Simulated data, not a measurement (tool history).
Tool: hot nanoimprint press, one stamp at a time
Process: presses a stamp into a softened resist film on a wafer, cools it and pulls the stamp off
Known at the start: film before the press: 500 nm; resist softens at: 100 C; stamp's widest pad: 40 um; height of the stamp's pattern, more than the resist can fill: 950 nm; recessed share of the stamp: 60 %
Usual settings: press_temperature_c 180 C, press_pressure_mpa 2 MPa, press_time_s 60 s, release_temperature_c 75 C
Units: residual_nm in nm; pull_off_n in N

| run | hour | press_temperature_c | press_pressure_mpa | press_time_s | release_temperature_c | residual_nm | pull_off_n |
|---|---|---|---|---|---|---|---|
| 1 | 0 | 180 | 2 | 60 | 75 | 286.9 | 165 |
| 2 | 13.1 | 180 | 2 | 60 | 63 | 287.8 | 222 |
| 3 | 31.1 | 186 | 2 | 60 | 63 | 225.7 | 227 |
| 4 | 48.8 | 186 | 2 | 60 | 63 | 226.9 | 225 |
| 5 | 67.1 | 186 | 2 | 60 | 63 | 223.7 | 221 |
| 6 | 81.7 | 186 | 2 | 60 | 78 | 226.9 | 153 |
| 7 | 100.4 | 186 | 2 | 60 | 78 | 224.9 | 159 |
| 8 | 113.6 | 180 | 2 | 60 | 75 | 287.7 | 177 |
| 9 | 128.5 | 180 | 2 | 60 | 75 | 291.3 | 175 |
| 10 | 140.6 | 180 | 2 | 60 | 75 | 288 | 177 |
| 11 | 150.1 | 180 | 2 | 60 | 75 | 288.6 | 178 |
| 12 | 163.4 | 180 | 3.07 | 60 | 75 | 239.2 | 187 |
| 13 | 179 | 180 | 3.07 | 60 | 75 | 242.8 | 183 |
| 14 | 187.5 | 180 | 3.07 | 60 | 75 | 241.8 | 185 |
| 15 | 199.2 | 180 | 2 | 87 | 75 | 252.7 | 185 |
| 16 | 217.2 | 175 | 1.27 | 35 | 81 | 424.6 | 155 |
| 17 | 225.9 | 180 | 2.29 | 36 | 75 | 320.5 | 183 |
| 18 | 240 | 180 | 2.29 | 36 | 75 | 322.1 | 184 |
| 19 | 248.8 | 180 | 2 | 56 | 63 | 293.3 | 248 |
| 20 | 263.2 | 173 | 2 | 73 | 61 | 352 | 269 |
| 21 | 280.9 | 176 | 2 | 60 | 60 | 338.8 | 261 |
| 22 | 297.2 | 176 | 1.98 | 73 | 60 | 318.7 | 270 |
| 23 | 315.1 | 180 | 2 | 52 | 72 | 304 | 209 |
| 24 | 331.7 | 184 | 1.37 | 52 | 72 | 301.8 | 214 |
| 25 | 341.1 | 179 | 2.99 | 52 | 82 | 272.5 | 162 |
| 26 | 350.2 | 184 | 2 | 60 | 75 | 249.9 | 197 |
| 27 | 365.5 | 184 | 1.37 | 34 | 75 | 343 | 196 |
| 28 | 378.9 | 184 | 2.3 | 60 | 77 | 234.7 | 190 |
| 29 | 398.8 | 178 | 1.59 | 57 | 75 | 344 | 202 |

Forecast each of these 3 alternatives for the next run:
|  | 423.6 | stamp cleaned and given a new release coat |
| A | 424.7 | 178 | 1.59 | 120 | 78 | ? | ? |
|  | 423.6 | stamp cleaned and given a new release coat |
| B | 424.7 | 192 | 2 | 60 | 75 | ? | ? |
|  | 423.6 | stamp cleaned and given a new release coat |
| C | 424.7 | 178 | 1.59 | 88 | 75 | ? | ? |

| run | residual_nm | pull_off_n |
|---|---|---|
| A | 274.2 | 121 |
| B | 173.3 | 138 |
| C | 304.5 | 134 |
Without the tool's hidden state the same runs would have given:
| run | residual_nm | pull_off_n |
|---|---|---|
| A | 265.6 | 119 |
| B | 167.3 | 136 |
| C | 295.8 | 131 |
